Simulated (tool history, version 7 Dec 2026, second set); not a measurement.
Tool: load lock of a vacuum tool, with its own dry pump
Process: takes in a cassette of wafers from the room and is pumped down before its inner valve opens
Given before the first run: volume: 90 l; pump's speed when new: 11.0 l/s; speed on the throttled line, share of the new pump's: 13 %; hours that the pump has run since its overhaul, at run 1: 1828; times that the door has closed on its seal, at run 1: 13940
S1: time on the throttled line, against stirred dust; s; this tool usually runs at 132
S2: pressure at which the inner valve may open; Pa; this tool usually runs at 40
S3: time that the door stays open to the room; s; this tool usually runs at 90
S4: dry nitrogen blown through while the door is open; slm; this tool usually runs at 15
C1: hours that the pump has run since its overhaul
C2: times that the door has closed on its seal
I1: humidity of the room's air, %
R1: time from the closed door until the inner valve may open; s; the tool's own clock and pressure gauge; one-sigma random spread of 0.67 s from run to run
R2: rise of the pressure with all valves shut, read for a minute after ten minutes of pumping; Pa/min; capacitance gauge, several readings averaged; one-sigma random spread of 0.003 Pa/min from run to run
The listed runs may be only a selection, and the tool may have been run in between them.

run,hour,S1,S2,S3,S4,C1,C2,I1,R1,R2
1,0,132,40,90,15,1828,13940,46.7,180.3,0.035
2,304.7,132,40,90,15,2133,14609,44.1,180.8,0.034
3,702.6,132,40,90,15,2530,15483,45.4,181.1,0.036
4,953.8,132,40,90,15,2782,16034,45.1,182,0.037
5,1339.3,132,40,90,15,3167,16880,48.9,182.4,0.04
6,1694.5,72,40,90,15,3522,17660,44.6,130.4,0.035
7,2120.9,72,40,90,15,3949,18596,46.1,130.9,0.038
8,2584.9,72,40,90,15,4413,19615,46.2,130.5,0.046
9,3023.3,125,40,83,12,4851,20577,43.7,177.7,0.043
10,3445.9,125,40,83,12,5274,21505,44.3,176.9,0.048

For some of the steps in R1 from one run to the next: how much would appear even if the tool had no hidden state, given the settings, what came in and random variation, and how much remains for the hidden state plus any gauge scatter that the measured result and the result without hidden state don't share?
The tool's hidden condition here consists of: pump's speed, % of a new pump's; leak at the door's seal, Pa l/s; drift of the gauge itself on ready_s, %; drift of the gauge itself on rise_pa_min, %.
Run 5 -> 6: S1 132 -> 72. R1 -52 s: hidden state +0.7, all else -52.7.
